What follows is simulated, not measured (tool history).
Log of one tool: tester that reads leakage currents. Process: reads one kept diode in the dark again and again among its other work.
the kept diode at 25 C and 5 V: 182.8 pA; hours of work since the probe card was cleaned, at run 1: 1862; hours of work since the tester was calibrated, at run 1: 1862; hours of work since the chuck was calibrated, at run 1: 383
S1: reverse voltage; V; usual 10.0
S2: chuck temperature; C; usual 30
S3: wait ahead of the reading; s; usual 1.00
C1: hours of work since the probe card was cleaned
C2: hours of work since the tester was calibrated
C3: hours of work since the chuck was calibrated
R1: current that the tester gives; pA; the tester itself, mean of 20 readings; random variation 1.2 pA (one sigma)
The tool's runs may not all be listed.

run    hour    S1  S2    S3    C1    C2    C3       R1
  1     0.0  10.0  30  1.00  1862  1862   383   424.13
  2    47.0  10.0  30  1.00  1883  1883   404   422.40
  3    98.3  10.0  30  1.00  1906  1906   427   421.84
  4   196.4  10.0  30  1.00  1950  1950   471   423.93
  5   262.5  10.0  30  1.00  1979  1979   500   421.39
  6   314.8  10.0  30  1.00  2002  2002   523   426.66
  7   379.6  10.0  30  1.00  2031  2031   552   427.05
  8   478.6  10.0  30  1.00  2075  2075   596   427.19
  9   571.9  10.0  30  1.00  2117  2117   638   429.32
 10   676.6  10.0  30  1.00  2164  2164   685   428.84
 11   775.2  10.0  30  1.00  2208  2208   728   429.49
 12   847.2  10.0  30  1.00  2240  2240   761   429.75
 13   935.7  10.0  30  1.00  2279  2279   800   431.63
 14   996.8  10.0  30  1.00  2306  2306   827   433.88
 15  1047.7  10.0  30  1.00  2329  2329   850   433.35
 16  1124.6  15.8  30  1.00  2363  2363   884   539.11
 17  1232.7  15.8  30  1.00  2411  2411   932   543.53
 18  1329.1  15.8  30  1.00  2454  2454   975   542.22
 19  1391.6  15.8  30  1.00  2482  2482  1003   546.38
 20  1461.1  15.6  51  1.69  2513  2513  1034  3112.65
 21  1556.4  15.6  51  1.69  2556  2556  1077  3125.98
 22  1622.8   2.3  46  1.43  2585  2585  1106   838.57
 23  1694.7   3.1  40  1.43  2617  2617  1138   586.96
 24  1796.1   3.1  40  1.43  2662  2662  1183   588.78
 25  1881.5   1.2  50  7.45  2700  2700  1221   850.68
 26  1986.3   4.6  26  1.00  2747  2747  1268   211.40
 27  2042.2   4.6  26  1.00  2772  2772  1293   210.57
 28  2119.3   4.6  37  1.00  2806  2806  1327   559.71
 29  2221.2   4.6  37  1.00  2852  2852  1373   558.26
 30  2322.1   4.6  33  6.26  2897  2897  1418   395.12
 31  2374.8   3.4  23  0.65  2920  2920  1441   139.63
 32  2432.8   2.1  52  7.02  2946  2946  1467  1317.87
 33  2514.1   1.0  51  2.89  2982  2982  1503   853.14
     2556.4  -- chuck's temperature calibrated
 34  2570.5   1.0  51  2.89  3007  3007     6   816.59
 35  2673.8   1.0  43  1.30  3053  3053    52   426.52
 36  2782.7   1.0  43  1.30  3101  3101   101   427.04
 37  2863.7   1.0  43  1.30  3137  3137   137   426.80

Forecast each of these 5 alternatives for the next run:
     2919.5  -- tester calibrated
  A  2956.1   3.8  43  6.80  3177  16  177   ?
     2919.5  -- tester calibrated
  B  2956.1  10.0  30  1.00  3177  16  177   ?
     2919.5  -- tester calibrated
  C  2956.1   2.3  43  6.22  3177  16  177   ?
     2919.5  -- tester calibrated
  D  2956.1   1.0  25  1.30  3177  16  177   ?
     2919.5  -- tester calibrated
  E  2956.1   2.5  43  1.30  3177  16  177   ?

run      R1
  A  801.01
  B  424.13
  C  628.99
  D   87.25
  E  656.04
Without the tool's hidden state the same runs would have given:
run      R1
  A  783.33
  B  406.27
  C  615.79
  D   84.57
  E  642.18

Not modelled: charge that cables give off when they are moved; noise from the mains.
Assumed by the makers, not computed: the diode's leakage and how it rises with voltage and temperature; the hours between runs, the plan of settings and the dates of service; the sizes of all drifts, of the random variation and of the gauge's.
